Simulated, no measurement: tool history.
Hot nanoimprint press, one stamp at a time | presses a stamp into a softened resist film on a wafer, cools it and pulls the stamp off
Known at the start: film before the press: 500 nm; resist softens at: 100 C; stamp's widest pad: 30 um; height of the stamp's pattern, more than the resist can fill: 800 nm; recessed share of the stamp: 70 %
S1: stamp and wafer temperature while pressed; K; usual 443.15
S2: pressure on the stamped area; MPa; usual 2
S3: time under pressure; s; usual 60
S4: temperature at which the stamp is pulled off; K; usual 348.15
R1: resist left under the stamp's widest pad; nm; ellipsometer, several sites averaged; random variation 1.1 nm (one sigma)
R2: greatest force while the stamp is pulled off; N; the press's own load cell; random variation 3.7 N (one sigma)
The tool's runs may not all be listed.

Run 1, hour 0: usual settings. Result: R1 238.6 nm, R2 215 N.
Run 2, hour 45.2: usual settings but S1 436.15 K. Result: R1 315.8 nm, R2 222 N.
Run 3, hour 136.4: usual settings but S1 436.15 K. Result: R1 313 nm, R2 222 N.
Run 4, hour 182.7: usual settings but S1 436.15 K. Result: R1 314 nm, R2 213 N.
Run 5, hour 264.8: usual settings but S4 340.15 K. Result: R1 238 nm, R2 253 N.
At hour 327.6: stamp cleaned and given a new release coat.
Run 6, hour 354.8: usual settings but S4 340.15 K. Result: R1 236.2 nm, R2 238 N.
Run 7, hour 400: usual settings but S4 340.15 K. Result: R1 235.9 nm, R2 237 N.
Run 8, hour 439.7: usual settings but S1 435.15 K, S2 3.1 MPa, S4 335.15 K. Result: R1 267.4 nm, R2 257 N.
At hour 487.8: press's hydraulic seals changed and the load cell set to zero.
At hour 534.7: plate thermocouple calibrated.
Run 9, hour 545.2: usual settings but S1 435.15 K, S2 3.1 MPa, S4 335.15 K. Result: R1 269.1 nm, R2 246 N.
Run 10, hour 607.2: usual settings but S2 1.35 MPa, S3 62 s, S4 344.15 K. Result: R1 281.3 nm, R2 233 N.
Run 11, hour 655: usual settings but S2 1.35 MPa, S3 62 s, S4 344.15 K. Result: R1 278.9 nm, R2 231 N.

Forecast each of these 3 alternatives for the next run:
At hour 699.8: stamp cleaned and given a new release coat.
Run A, hour 755.4: usual settings but S1 440.15 K, S2 1.35 MPa, S3 62 s, S4 344.15 K. Result: R1 ?, R2 ?.
At hour 699.8: stamp cleaned and given a new release coat.
Run B, hour 755.4: usual settings but S2 2.81 MPa, S3 62 s, S4 343.15 K. Result: R1 ?, R2 ?.
At hour 699.8: stamp cleaned and given a new release coat.
Run C, hour 755.4: usual settings but S1 441.15 K. Result: R1 ?, R2 ?.

run     R1   R2
  A  311.3  233
  B  196.5  230
  C  254.1  220
Without the tool's hidden state the same runs would have given:
run     R1   R2
  A  316.2  233
  B  199.5  230
  C  258.1  220

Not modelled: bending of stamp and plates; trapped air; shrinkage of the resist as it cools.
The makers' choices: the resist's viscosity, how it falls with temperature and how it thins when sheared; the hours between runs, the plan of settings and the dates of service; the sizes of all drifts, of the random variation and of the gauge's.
